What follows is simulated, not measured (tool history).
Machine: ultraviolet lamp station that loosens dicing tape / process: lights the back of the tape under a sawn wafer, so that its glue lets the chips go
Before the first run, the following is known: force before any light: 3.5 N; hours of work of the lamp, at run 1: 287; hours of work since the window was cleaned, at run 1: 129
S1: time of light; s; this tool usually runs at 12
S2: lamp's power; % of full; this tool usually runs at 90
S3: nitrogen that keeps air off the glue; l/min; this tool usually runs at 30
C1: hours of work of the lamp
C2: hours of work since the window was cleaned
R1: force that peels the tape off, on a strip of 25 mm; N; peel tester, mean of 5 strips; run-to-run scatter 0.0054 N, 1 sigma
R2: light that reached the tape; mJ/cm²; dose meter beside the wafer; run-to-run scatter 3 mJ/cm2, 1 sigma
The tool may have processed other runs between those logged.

run,hour,S1,S2,S3,C1,C2,R1,R2
1,0.0,12,90,30,287,129,0.162,370
2,63.2,18,90,30,315,156,0.083,536
3,102.7,18,90,30,332,174,0.080,528
4,161.3,18,90,30,358,200,0.090,511
5,210.1,18,90,30,380,221,0.091,497
# hour 234.7: window cleaned of glue's vapour
6,256.6,16,90,30,400,10,0.090,524
7,294.2,12,90,30,416,26,0.156,390
8,349.1,12,90,30,440,50,0.146,379
9,390.9,12,90,30,459,69,0.152,370
10,426.2,12,90,30,474,84,0.156,365
11,468.9,12,90,49,493,103,0.127,353
12,504.7,12,90,49,509,119,0.126,348
13,560.9,12,90,49,534,143,0.134,336
14,603.4,12,90,49,552,162,0.137,331
15,659.4,12,90,49,577,187,0.156,319
16,691.6,12,90,30,591,201,0.210,317
17,739.5,12,90,30,612,222,0.221,307
# hour 759.4: window cleaned of glue's vapour
18,784.0,12,90,30,631,11,0.157,365
19,846.2,12,90,30,659,38,0.171,359
20,881.9,12,73,30,674,54,0.274,284
21,921.5,12,73,30,692,71,0.286,276
22,983.2,12,72,30,719,98,0.321,264
23,1044.1,11,62,17,746,125,0.742,198
24,1106.6,11,62,17,773,153,0.755,201
25,1166.5,22,62,21,800,179,0.195,377
26,1198.0,12,81,16,813,193,0.498,266
27,1250.0,15,65,49,836,216,0.247,257
# hour 1288.2: window cleaned of glue's vapour
28,1290.9,14,71,13,854,1,0.418,316
29,1341.3,12,86,31,876,23,0.201,319
30,1375.4,15,97,17,891,38,0.158,442
31,1426.4,8,80,38,914,61,0.502,192
32,1488.0,18,84,10,941,88,0.273,436
33,1540.9,12,82,31,964,111,0.278,276
34,1580.4,12,82,31,981,128,0.295,269
35,1632.0,7,65,51,1004,151,0.898,122
36,1667.2,13,68,51,1019,167,0.302,232
37,1706.6,13,68,51,1037,184,0.290,224
38,1764.2,8,68,50,1062,209,0.763,133
# hour 1812.9: window cleaned of glue's vapour
39,1816.6,14,70,50,1085,2,0.186,285
40,1874.9,10,97,32,1111,27,0.286,277
41,1911.4,10,97,32,1127,43,0.291,268
42,1938.2,11,90,30,1138,55,0.297,274
43,2003.2,14,86,16,1167,84,0.346,322

Here are 4 independent what-if runs from the current tool condition. What would each one return?
A,2032.9,8,64,37,1180,97,?,?
B,2032.9,23,86,22,1180,97,?,?
C,2032.9,21,86,16,1180,97,?,?
D,2032.9,14,96,16,1180,97,?,?

run,R1,R2
A,0.861,136
B,0.113,522
C,0.151,471
D,0.291,353
With no hidden state in the tool, these same runs would have given:
run,R1,R2
A,0.410,213
B,0.080,823
C,0.073,746
D,0.117,557
